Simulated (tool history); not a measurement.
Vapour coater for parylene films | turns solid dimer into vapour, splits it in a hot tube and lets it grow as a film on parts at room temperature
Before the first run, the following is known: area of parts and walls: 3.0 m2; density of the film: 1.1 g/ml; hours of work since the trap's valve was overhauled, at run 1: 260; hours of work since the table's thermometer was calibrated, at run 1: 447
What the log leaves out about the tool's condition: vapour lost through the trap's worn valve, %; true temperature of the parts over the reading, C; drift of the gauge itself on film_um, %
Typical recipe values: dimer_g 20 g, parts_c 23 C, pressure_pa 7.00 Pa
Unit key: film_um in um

run   hour  dimer_g  parts_c  pressure_pa  hours of work since the trap's valve was overhauled  hours of work since the table's thermometer was calibrated  film_um
  1    0.0       20       23         7.00                                                  260                                                         447     3.19
  2   21.4       20       23        10.02                                                  276                                                         463     2.87
  3   39.1       20       23        10.02                                                  290                                                         477     2.87
  4   63.5       20       23        10.02                                                  308                                                         495     2.83
  5   90.0       20       23        10.02                                                  328                                                         515     2.86
  6  102.1       20       23         5.89                                                  337                                                         524     3.27
  7  114.6       20       23         5.89                                                  347                                                         534     3.29
  8  137.3       20       35         7.00                                                  364                                                         551     2.56
  9  151.0       20       23         6.51                                                  374                                                         561     3.18
 10  166.6       20       23         6.51                                                  386                                                         573     3.12
 11  195.2       20       23         6.51                                                  407                                                         594     3.07
 12  222.6       20       23         7.00                                                  428                                                         615     3.12
 13  246.9       20       23         7.00                                                  446                                                         633     3.12
 14  273.8       20       23         7.00                                                  467                                                         654     3.09
 15  292.9       20       23         7.00                                                  481                                                         668     3.10
 16  321.0       20       23         7.00                                                  502                                                         689     3.04
 17  345.4       20       23         7.00                                                  521                                                         708     3.02
 18  362.8       20       19         7.00                                                  534                                                         721     3.22
 19  382.5       20       19         7.00                                                  549                                                         736     3.26
 20  398.4       20       23         9.73                                                  561                                                         748     2.84
 21  417.9       20       23        11.49                                                  575                                                         762     2.66
 22  439.6       20       22         3.93                                                  592                                                         779     3.48
 23  452.2       20       22         3.93                                                  601                                                         788     3.49
     472.5  -- trap's valve overhauled
 24  479.7       20       22         3.93                                                    5                                                         806     3.88
 25  491.4       31       15         4.75                                                   14                                                         815     6.48
 26  520.0       20       23         4.49                                                   36                                                         836     3.69
 27  543.1       19       34         6.40                                                   53                                                         854     2.62
 28  557.2       18       17         4.55                                                   64                                                         864     3.62
 29  572.3       18       17         4.55                                                   75                                                         876     3.68
 30  585.4       18       17         4.55                                                   85                                                         886     3.57
 31  613.9       18       17         4.55                                                  107                                                         907     3.63
 32  639.1       17       20         6.83                                                  126                                                         926     2.92
 33  661.3       27       24         7.00                                                  142                                                         943     4.30
 34  688.7       25       33         7.00                                                  163                                                         964     3.47
 35  710.5       17       21         3.27                                                  179                                                         980     3.42
 36  729.2       17       21         3.27                                                  194                                                         994     3.30
 37  743.7       12       19         2.92                                                  205                                                        1005     2.51
 38  767.8       12       19         2.52                                                  223                                                        1023     2.52
 39  780.4       32       19         2.18                                                  232                                                        1033     7.10
     784.7  -- table's thermometer calibrated
 40  802.2       27       23         2.48                                                  248                                                          13     5.46
 41  825.7       17       28         3.90                                                  266                                                          31     2.90

Below are 4 alternative next runs, each starting from the tool's condition after run 41. Predict each:
  A  839.9        9       23         7.00                                                  276                                                          42        ?
  B  839.9       17       27         6.68                                                  276                                                          42        ?
  C  839.9       23       24         7.00                                                  276                                                          42        ?
  D  839.9       20       28        11.92                                                  276                                                          42        ?

run  film_um
  A     1.44
  B     2.53
  C     3.57
  D     2.59
Had the tool no hidden state, the same runs would have come out as:
run  film_um
  A     1.51
  B     2.66
  C     3.76
  D     2.73
